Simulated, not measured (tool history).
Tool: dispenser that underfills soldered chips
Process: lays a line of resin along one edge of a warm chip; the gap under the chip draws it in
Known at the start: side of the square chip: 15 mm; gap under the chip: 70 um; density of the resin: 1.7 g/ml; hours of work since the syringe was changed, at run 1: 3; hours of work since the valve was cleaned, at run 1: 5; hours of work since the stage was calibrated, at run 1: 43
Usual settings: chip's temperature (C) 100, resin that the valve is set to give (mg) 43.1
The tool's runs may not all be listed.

run	day	chip's temperature (C)	resin that the valve is set to give (mg)	hours of work since the syringe was changed	hours of work since the valve was cleaned	hours of work since the stage was calibrated	time until the resin shows at the far edge (s)	resin that the valve gave (mg)
1	0	100	43.1	3	5	43	210.9	43.22
2	0.154	100	43.1	6	8	45	248.8	43.18
3	0.275	100	43.1	8	10	47	285.2	43.23
# day 0.367: new syringe of resin
4	0.458	100	43.1	2	13	50	190.4	42.75
5	0.55	100	43.1	3	14	52	211.2	42.86
6	0.658	106	43.1	5	16	54	200	42.68
7	0.779	106	43.1	7	18	56	224	42.57
# day 0.912: new syringe of resin
8	0.996	98	43.1	1	22	59	196.6	42.73
9	1.188	98	43.1	5	25	63	243.3	42.68
10	1.317	109	43.1	7	27	65	201.8	42.5
# day 1.45: new syringe of resin
11	1.517	90	43.1	1	30	68	259.6	42.48
12	1.708	115	43.1	4	33	71	144.5	42.11
13	1.85	115	43.1	7	36	74	168.4	42.42
14	1.942	92	43.1	8	37	75	384.9	42.03
# day 1.979: new syringe of resin
15	2.042	92	43.1	1	39	77	240.2	42.2
16	2.183	92	43.1	3	41	79	278.8	42.28
17	2.329	100	43.1	6	44	82	250	42.18
18	2.475	100	43.1	8	46	84	304.2	42.09
# day 2.517: new syringe of resin
19	2.6	104	55.5	1	48	86	163.8	54.32
20	2.8	104	55.5	5	52	89	198.2	54.02
21	2.975	94	48.7	8	55	92	342.4	47.28
# day 3.046: new syringe of resin
22	3.129	102	46.1	1	57	95	172.9	44.64
23	3.279	100	44.4	4	60	97	221.3	42.86

The next listed run, before its measurement:
24	3.45	113	43.9	7	62	100	?	?

{"run 24": {"time until the resin shows at the far edge (s)": 177, "resin that the valve gave (mg)": 42.21}}
Without the tool's hidden state the same run would have given time until the resin shows at the far edge (s) 115.5, resin that the valve gave (mg) 43.74.
